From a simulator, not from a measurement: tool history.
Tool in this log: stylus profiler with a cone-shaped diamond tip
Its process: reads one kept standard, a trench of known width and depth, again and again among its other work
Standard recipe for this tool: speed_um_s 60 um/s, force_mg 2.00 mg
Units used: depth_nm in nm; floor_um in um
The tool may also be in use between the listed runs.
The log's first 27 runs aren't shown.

run	day	speed_um_s	force_mg	depth_nm	floor_um
# day 23.367: height scale calibrated on a step standard
28	24.371	60	3.71	1010.98	93.44
29	25.512	39	4.67	1013.02	93.49
30	26.338	68	2.02	1006.59	93.22
31	27.075	165	2.20	1007.11	92.65
# day 28.196: height scale calibrated on a step standard, once more
32	28.388	76	0.82	1004.69	92.85
33	29.675	39	5.19	1016.56	93.50
34	30.192	39	5.19	1016.18	93.43
35	30.800	39	5.19	1016.33	93.46
36	31.683	164	5.48	1016.82	93.01
37	32.875	95	3.19	1011.72	93.13
38	33.929	60	1.94	1008.60	93.22
39	34.871	57	1.04	1005.72	93.11
40	36.162	105	3.90	1013.39	93.11
41	37.346	105	3.90	1013.00	93.09
42	38.142	90	2.00	1008.64	92.96
43	39.104	187	2.31	1009.65	92.44
44	40.004	187	2.31	1009.47	92.41
45	40.838	192	2.17	1009.18	92.35
46	41.646	58	3.62	1012.81	93.26

What if the next run were any one of these 4? Each begins from the tool's condition after run 46:
A	42.254	51	4.27	?	?
B	42.254	69	2.87	?	?
C	42.254	24	5.79	?	?
D	42.254	16	2.53	?	?

run	depth_nm	floor_um
A	1013.98	93.28
B	1010.51	93.18
C	1016.84	93.44
D	1009.73	93.45
With the hidden condition removed and each run's random variation left untouched, the same runs would have given:
run	depth_nm	floor_um
A	1013.80	93.71
B	1010.32	93.61
C	1016.66	93.87
D	1009.54	93.88

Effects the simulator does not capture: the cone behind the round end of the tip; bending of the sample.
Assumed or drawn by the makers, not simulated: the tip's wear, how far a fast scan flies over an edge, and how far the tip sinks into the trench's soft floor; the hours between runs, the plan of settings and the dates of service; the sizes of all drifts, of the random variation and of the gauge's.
